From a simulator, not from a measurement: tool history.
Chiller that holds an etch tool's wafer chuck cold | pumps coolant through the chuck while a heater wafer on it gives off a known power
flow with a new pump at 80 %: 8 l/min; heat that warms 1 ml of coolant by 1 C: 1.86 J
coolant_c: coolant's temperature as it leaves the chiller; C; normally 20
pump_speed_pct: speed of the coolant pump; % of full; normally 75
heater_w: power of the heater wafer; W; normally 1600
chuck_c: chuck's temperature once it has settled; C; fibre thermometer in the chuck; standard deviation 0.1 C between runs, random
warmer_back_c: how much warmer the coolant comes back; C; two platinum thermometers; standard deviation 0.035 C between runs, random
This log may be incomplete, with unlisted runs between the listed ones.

run 1 hour=0 | coolant_c=20 pump_speed_pct=75 heater_w=1600 | chuck_c=37.5 warmer_back_c=7.17
run 2 hour=134.3 | coolant_c=20 pump_speed_pct=80 heater_w=1600 | chuck_c=37.2 warmer_back_c=6.75
run 3 hour=217.2 | coolant_c=29 pump_speed_pct=80 heater_w=1600 | chuck_c=46.1 warmer_back_c=6.65
run 4 hour=344.9 | coolant_c=29 pump_speed_pct=80 heater_w=1600 | chuck_c=45.9 warmer_back_c=6.73
run 5 hour=480.3 | coolant_c=29 pump_speed_pct=80 heater_w=1600 | chuck_c=46.3 warmer_back_c=6.76
-- hour=552.6 chiller's thermometer calibrated
run 6 hour=632.3 | coolant_c=20 pump_speed_pct=68 heater_w=1600 | chuck_c=39.4 warmer_back_c=7.97
run 7 hour=747.4 | coolant_c=20 pump_speed_pct=91 heater_w=1600 | chuck_c=35.4 warmer_back_c=5.89
run 8 hour=825.2 | coolant_c=20 pump_speed_pct=91 heater_w=1600 | chuck_c=35.6 warmer_back_c=5.94
run 9 hour=902.2 | coolant_c=20 pump_speed_pct=75 heater_w=1600 | chuck_c=38.2 warmer_back_c=7.25
run 10 hour=1069.2 | coolant_c=20 pump_speed_pct=75 heater_w=1600 | chuck_c=38.2 warmer_back_c=7.21
run 11 hour=1165.1 | coolant_c=20 pump_speed_pct=75 heater_w=1600 | chuck_c=38.2 warmer_back_c=7.25
run 12 hour=1340.8 | coolant_c=20 pump_speed_pct=75 heater_w=1600 | chuck_c=38.5 warmer_back_c=7.2
-- hour=1364.6 chiller's thermometer calibrated, once more
run 13 hour=1432.1 | coolant_c=20 pump_speed_pct=75 heater_w=1600 | chuck_c=38.9 warmer_back_c=7.24
run 14 hour=1565.5 | coolant_c=20 pump_speed_pct=75 heater_w=1600 | chuck_c=38.9 warmer_back_c=7.21
run 15 hour=1636 | coolant_c=20 pump_speed_pct=75 heater_w=1600 | chuck_c=39.3 warmer_back_c=7.26
run 16 hour=1722.1 | coolant_c=20 pump_speed_pct=64 heater_w=1600 | chuck_c=41.6 warmer_back_c=8.53
run 17 hour=1817.8 | coolant_c=20 pump_speed_pct=64 heater_w=1600 | chuck_c=41.8 warmer_back_c=8.62
run 18 hour=1952.8 | coolant_c=14 pump_speed_pct=76 heater_w=1606 | chuck_c=33.3 warmer_back_c=7.25
run 19 hour=2104.4 | coolant_c=15 pump_speed_pct=94 heater_w=1606 | chuck_c=31.3 warmer_back_c=5.78
run 20 hour=2252.7 | coolant_c=20 pump_speed_pct=73 heater_w=1600 | chuck_c=40 warmer_back_c=7.47
run 21 hour=2398.3 | coolant_c=14 pump_speed_pct=65 heater_w=1600 | chuck_c=36 warmer_back_c=8.49
run 22 hour=2490.7 | coolant_c=14 pump_speed_pct=65 heater_w=1600 | chuck_c=35.8 warmer_back_c=8.42
run 23 hour=2617 | coolant_c=14 pump_speed_pct=65 heater_w=1600 | chuck_c=35.8 warmer_back_c=8.49
run 24 hour=2744.4 | coolant_c=16 pump_speed_pct=71 heater_w=1065 | chuck_c=29.8 warmer_back_c=5.14
run 25 hour=2818.1 | coolant_c=27 pump_speed_pct=97 heater_w=2175 | chuck_c=49.1 warmer_back_c=7.63
run 26 hour=2944.6 | coolant_c=15 pump_speed_pct=75 heater_w=1600 | chuck_c=34.9 warmer_back_c=7.41
run 27 hour=3078.2 | coolant_c=15 pump_speed_pct=60 heater_w=1906 | chuck_c=43.3 warmer_back_c=10.99
run 28 hour=3191.3 | coolant_c=20 pump_speed_pct=68 heater_w=899 | chuck_c=32.1 warmer_back_c=4.59
run 29 hour=3343.7 | coolant_c=13 pump_speed_pct=70 heater_w=1791 | chuck_c=36.7 warmer_back_c=8.87
run 30 hour=3488.4 | coolant_c=10 pump_speed_pct=98 heater_w=2156 | chuck_c=32.1 warmer_back_c=7.6
run 31 hour=3596.7 | coolant_c=10 pump_speed_pct=98 heater_w=2156 | chuck_c=32.4 warmer_back_c=7.58
run 32 hour=3672.3 | coolant_c=12 pump_speed_pct=95 heater_w=888 | chuck_c=21.4 warmer_back_c=3.16
run 33 hour=3819.1 | coolant_c=12 pump_speed_pct=95 heater_w=888 | chuck_c=21.2 warmer_back_c=3.25

3 options for the next run, each taken on its own from the tool as it stands now. Forecast them:
run A hour=3934.7 | coolant_c=12 pump_speed_pct=95 heater_w=2364 | chuck_c=? warmer_back_c=?
run B hour=3934.7 | coolant_c=15 pump_speed_pct=95 heater_w=888 | chuck_c=? warmer_back_c=?
run C hour=3934.7 | coolant_c=13 pump_speed_pct=79 heater_w=1541 | chuck_c=? warmer_back_c=?

run=A chuck_c=37.2 warmer_back_c=8.62
run=B chuck_c=24.5 warmer_back_c=3.29
run=C chuck_c=31.9 warmer_back_c=6.72
Take away the tool's hidden state, keep each run's random variation, and the runs would have read:
run=A chuck_c=31.2 warmer_back_c=8.01
run=B chuck_c=22.3 warmer_back_c=3.05
run=C chuck_c=27.5 warmer_back_c=6.24

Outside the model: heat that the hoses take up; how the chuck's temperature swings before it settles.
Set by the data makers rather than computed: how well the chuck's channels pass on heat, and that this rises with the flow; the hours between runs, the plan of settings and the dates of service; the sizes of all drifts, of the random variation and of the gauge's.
